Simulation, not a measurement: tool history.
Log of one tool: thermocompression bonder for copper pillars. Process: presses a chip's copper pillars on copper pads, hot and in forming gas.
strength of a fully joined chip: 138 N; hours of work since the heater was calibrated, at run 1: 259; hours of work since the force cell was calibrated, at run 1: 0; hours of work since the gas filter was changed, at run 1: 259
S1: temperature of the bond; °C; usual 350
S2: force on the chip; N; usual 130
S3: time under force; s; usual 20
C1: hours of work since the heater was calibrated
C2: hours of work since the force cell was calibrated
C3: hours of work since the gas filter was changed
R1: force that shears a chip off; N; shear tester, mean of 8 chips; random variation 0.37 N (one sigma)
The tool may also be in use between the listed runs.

| run | hour | S1 | S2 | S3 | C1 | C2 | C3 | R1 |
|---|---|---|---|---|---|---|---|---|
| 1 | 0 | 350 | 130 | 20 | 259 | 0 | 259 | 100.4 |
| 2 | 87.3 | 350 | 130 | 20 | 328 | 69 | 328 | 100.2 |
|  | 122.3 | forming gas filter changed |
| 3 | 149.1 | 367 | 130 | 20 | 377 | 117 | 21 | 114.5 |
| 4 | 222.2 | 350 | 143 | 20 | 434 | 175 | 79 | 107.9 |
| 5 | 270.7 | 350 | 143 | 20 | 473 | 213 | 117 | 108 |
| 6 | 367.4 | 350 | 143 | 20 | 549 | 290 | 193 | 107.9 |
| 7 | 438.3 | 350 | 143 | 20 | 605 | 346 | 249 | 107.4 |
| 8 | 491.3 | 350 | 130 | 20 | 647 | 387 | 291 | 103.3 |
|  | 520.2 | heater calibrated with a thermocouple chip |
| 9 | 539.1 | 350 | 130 | 20 | 15 | 424 | 327 | 99.3 |
|  | 578.1 | forming gas filter changed |
| 10 | 606 | 350 | 130 | 20 | 67 | 476 | 22 | 104.4 |
| 11 | 653.4 | 350 | 130 | 20 | 105 | 513 | 59 | 104.4 |
| 12 | 704.1 | 350 | 130 | 20 | 145 | 553 | 99 | 104.3 |
| 13 | 786.8 | 350 | 130 | 20 | 210 | 619 | 165 | 104.5 |
| 14 | 871.9 | 350 | 130 | 20 | 277 | 686 | 232 | 103.8 |
| 15 | 957.5 | 350 | 130 | 20 | 345 | 753 | 299 | 103.7 |
| 16 | 1007.4 | 360 | 83 | 58 | 384 | 793 | 339 | 115.7 |
|  | 1030.3 | forming gas filter changed |
| 17 | 1087.8 | 360 | 86 | 58 | 447 | 856 | 45 | 120.6 |
|  | 1156.6 | force cell calibrated |
| 18 | 1164 | 367 | 86 | 11 | 506 | 6 | 104 | 86.3 |
| 19 | 1252.2 | 367 | 86 | 11 | 576 | 76 | 174 | 85.9 |
| 20 | 1339.8 | 321 | 130 | 20 | 645 | 145 | 243 | 84.6 |
|  | 1364.9 | heater calibrated with a thermocouple chip |
| 21 | 1437.9 | 368 | 130 | 53 | 58 | 221 | 319 | 124.8 |
| 22 | 1482.5 | 375 | 175 | 31 | 93 | 256 | 354 | 124.3 |
|  | 1490 | forming gas filter changed |
| 23 | 1558 | 375 | 175 | 31 | 152 | 315 | 54 | 130.2 |
| 24 | 1641.9 | 351 | 103 | 47 | 218 | 381 | 120 | 115 |
| 25 | 1706.3 | 345 | 91 | 12 | 269 | 432 | 171 | 74.8 |
| 26 | 1803.1 | 350 | 187 | 20 | 345 | 508 | 247 | 116 |
| 27 | 1883.5 | 350 | 183 | 35 | 409 | 572 | 311 | 122.4 |
| 28 | 1930.5 | 329 | 164 | 20 | 446 | 609 | 348 | 98.6 |

5 ways to go on from here, each from the tool as it stands after run 28. What would each give?
|  | 1940.8 | forming gas filter changed |
| A | 2009.7 | 350 | 130 | 11 | 508 | 671 | 54 | ? |
|  | 1940.8 | forming gas filter changed |
| B | 2009.7 | 329 | 164 | 16 | 508 | 671 | 54 | ? |
|  | 1940.8 | forming gas filter changed |
| C | 2009.7 | 372 | 193 | 26 | 508 | 671 | 54 | ? |
|  | 1940.8 | forming gas filter changed |
| D | 2009.7 | 336 | 170 | 20 | 508 | 671 | 54 | ? |
|  | 1940.8 | forming gas filter changed |
| E | 2009.7 | 323 | 130 | 20 | 508 | 671 | 54 | ? |

| run | R1 |
|---|---|
| A | 95.1 |
| B | 98.2 |
| C | 131.3 |
| D | 109.1 |
| E | 90.1 |
Without the tool's hidden state the same runs would have given:
| run | R1 |
|---|---|
| A | 87.2 |
| B | 90 |
| C | 129.1 |
| D | 101.8 |
| E | 81.6 |
